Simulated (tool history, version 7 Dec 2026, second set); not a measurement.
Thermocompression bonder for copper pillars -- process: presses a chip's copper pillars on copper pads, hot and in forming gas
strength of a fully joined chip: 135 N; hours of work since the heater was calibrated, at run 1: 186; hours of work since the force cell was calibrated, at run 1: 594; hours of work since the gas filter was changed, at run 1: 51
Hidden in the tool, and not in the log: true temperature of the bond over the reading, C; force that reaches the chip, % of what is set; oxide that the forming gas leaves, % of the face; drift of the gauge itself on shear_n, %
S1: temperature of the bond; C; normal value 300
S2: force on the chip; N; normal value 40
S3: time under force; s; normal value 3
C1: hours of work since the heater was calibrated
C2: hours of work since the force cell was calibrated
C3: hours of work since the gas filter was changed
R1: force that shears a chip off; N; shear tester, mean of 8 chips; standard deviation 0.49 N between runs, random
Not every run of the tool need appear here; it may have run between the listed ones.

run,hour,S1,S2,S3,C1,C2,C3,R1
1,0,300,40,3,186,594,51,59.8
2,33.7,300,40,3,200,608,65,59.1
3,82.3,300,40,3,221,629,85,59.2
4,137.5,300,40,3,244,652,108,58.6
5,163.2,300,40,3,255,663,119,58.1
6,209.2,300,40,3,274,682,138,57.4
7,247.5,300,40,3,290,698,155,56.4
8,299.2,300,40,5,312,720,176,65.8
# hour 317.1: forming gas filter changed
9,325,300,40,5,322,730,3,75.3
10,357.8,300,40,5,336,744,17,74.7
11,386,300,40,5,348,756,29,74.8
12,412.6,300,40,5,359,767,40,73.4
13,449.7,300,40,5,375,783,56,73.1
14,491.7,300,48,3,392,800,73,67.6
15,547.3,302,48,3,416,824,97,67.1
16,594.1,302,48,3,435,843,116,66.6
17,618.8,302,48,3,446,854,127,65.9
18,646,300,40,2,457,865,138,50.8
19,687.7,300,40,2,475,883,156,49.9
20,727.1,300,40,3,491,899,172,57.9
# hour 754.6: forming gas filter changed
21,757.1,300,40,3,504,912,1,65.2
22,800,303,36,6,522,930,19,78.1
23,828.7,308,40,3,534,942,31,68.8
24,868.8,316,26,7,551,959,48,76.9
25,918.1,275,58,8,571,979,69,82.6
26,962.9,275,58,8,590,998,88,82
27,1005.3,275,58,8,608,1016,105,82
28,1047.4,275,40,6,626,1034,123,61
# hour 1078.7: heater calibrated with a thermocouple chip
29,1089.1,275,40,6,4,1050,140,54.3
30,1113.7,296,40,6,15,1061,150,66
31,1145.9,296,40,6,28,1074,164,66.2

What will run 32 give?
32,1168.4,289,41,8,38,1084,173,?

For run 32 the tool returned R1 68.8 N.
If the tool had no hidden condition, the same run with the same run-to-run variation would have returned R1 80.3 N.
